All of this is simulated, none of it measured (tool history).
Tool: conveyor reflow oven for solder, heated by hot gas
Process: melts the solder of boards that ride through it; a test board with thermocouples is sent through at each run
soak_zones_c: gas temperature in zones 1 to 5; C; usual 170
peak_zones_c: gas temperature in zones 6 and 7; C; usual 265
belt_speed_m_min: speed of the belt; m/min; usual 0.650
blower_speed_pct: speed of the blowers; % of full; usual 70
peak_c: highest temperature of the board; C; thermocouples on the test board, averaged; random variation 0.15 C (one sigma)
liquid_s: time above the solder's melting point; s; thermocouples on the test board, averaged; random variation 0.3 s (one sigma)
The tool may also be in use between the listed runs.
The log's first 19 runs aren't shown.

At hour 977.1: flux residue cleaned out of gas plates and filters.
Run 20, hour 988.5: usual settings but soak_zones_c 182 C, blower_speed_pct 52 % of full. Result: peak_c 248.4 C, liquid_s 56.0 s.
Run 21, hour 1020.6: usual settings but soak_zones_c 184 C, peak_zones_c 254 C, belt_speed_m_min 0.760 m/min, blower_speed_pct 58 % of full. Result: peak_c 236.1 C, liquid_s 36.6 s.
Run 22, hour 1088.6: usual settings but belt_speed_m_min 0.553 m/min. Result: peak_c 254.5 C, liquid_s 68.6 s.
At hour 1125.7: thermocouples of zones 6 and 7 changed.
Run 23, hour 1146.3: usual settings but peak_zones_c 258 C, belt_speed_m_min 0.565 m/min. Result: peak_c 246.5 C, liquid_s 60.0 s.
Run 24, hour 1187.2: usual settings but peak_zones_c 258 C, belt_speed_m_min 0.565 m/min. Result: peak_c 246.4 C, liquid_s 59.9 s.
Run 25, hour 1249.2: usual settings but soak_zones_c 163 C, peak_zones_c 270 C, belt_speed_m_min 0.683 m/min, blower_speed_pct 78 % of full. Result: peak_c 251.2 C, liquid_s 49.3 s.
Run 26, hour 1314.1: usual settings but soak_zones_c 163 C, peak_zones_c 270 C, belt_speed_m_min 0.683 m/min, blower_speed_pct 78 % of full. Result: peak_c 251.3 C, liquid_s 48.7 s.
Run 27, hour 1377.0: usual settings but soak_zones_c 163 C, peak_zones_c 277 C, belt_speed_m_min 0.771 m/min, blower_speed_pct 78 % of full. Result: peak_c 252.3 C, liquid_s 43.7 s.
Run 28, hour 1442.2: usual settings but belt_speed_m_min 0.721 m/min, blower_speed_pct 78 % of full. Result: peak_c 246.1 C, liquid_s 44.8 s.
Run 29, hour 1509.7: usual settings but soak_zones_c 185 C, belt_speed_m_min 0.698 m/min, blower_speed_pct 56 % of full. Result: peak_c 246.6 C, liquid_s 51.2 s.
Run 30, hour 1553.4: usual settings but soak_zones_c 158 C, peak_zones_c 261 C, belt_speed_m_min 0.766 m/min, blower_speed_pct 53 % of full. Result: peak_c 231.9 C, liquid_s 23.6 s.
Run 31, hour 1599.7: usual settings but soak_zones_c 183 C, peak_zones_c 270 C, blower_speed_pct 65 % of full. Result: peak_c 254.1 C, liquid_s 61.2 s.
Run 32, hour 1639.6: usual settings but soak_zones_c 183 C, peak_zones_c 270 C, blower_speed_pct 65 % of full. Result: peak_c 254.3 C, liquid_s 61.4 s.

Forecast each of these 3 alternatives for the next run:
Run A, hour 1678.7: usual settings but soak_zones_c 165 C, peak_zones_c 261 C, blower_speed_pct 53 % of full. Result: peak_c ?, liquid_s ?.
Run B, hour 1678.7: usual settings but soak_zones_c 159 C, peak_zones_c 270 C, blower_speed_pct 65 % of full. Result: peak_c ?, liquid_s ?.
Run C, hour 1678.7: usual settings but soak_zones_c 182 C. Result: peak_c ?, liquid_s ?.

run  peak_c  liquid_s
  A   240.4      42.0
  B   249.7      49.7
  C   250.0      57.7
Without the tool's hidden state the same runs would have given:
run  peak_c  liquid_s
  A   240.5      41.1
  B   249.9      48.6
  C   250.2      56.4
